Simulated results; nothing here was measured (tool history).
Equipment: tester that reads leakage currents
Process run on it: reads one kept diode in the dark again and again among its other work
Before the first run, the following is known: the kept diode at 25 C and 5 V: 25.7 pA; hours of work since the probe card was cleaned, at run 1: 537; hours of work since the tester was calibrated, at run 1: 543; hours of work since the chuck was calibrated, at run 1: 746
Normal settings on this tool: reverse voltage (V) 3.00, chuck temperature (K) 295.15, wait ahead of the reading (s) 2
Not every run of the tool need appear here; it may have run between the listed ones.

run   hour  reverse voltage (V)  chuck temperature (K)  wait ahead of the reading (s)  hours of work since the probe card was cleaned  hours of work since the tester was calibrated  hours of work since the chuck was calibrated  current that the tester gives (pA)
  1    0.0                 3.00                 295.15                              2                                             537                                            543                                           746                               15.44
  2   27.6                 3.00                 295.15                              2                                             555                                            562                                           765                               15.30
  3   46.8                 3.00                 295.15                              2                                             568                                            575                                           778                               15.38
  4   77.3                 3.00                 295.15                              2                                             589                                            595                                           798                               15.35
  5   96.3                 3.00                 295.15                              2                                             602                                            608                                           811                               15.39
  6  119.0                 3.00                 295.15                              2                                             617                                            624                                           827                               15.45

The next listed run, before its measurement:
  7  153.3                 1.74                 299.15                              2                                             640                                            647                                           850                                   ?

current that the tester gives (pA): 15.86
If the tool had no hidden condition, the same run with the same run-to-run variation would have returned current that the tester gives (pA) 16.90.
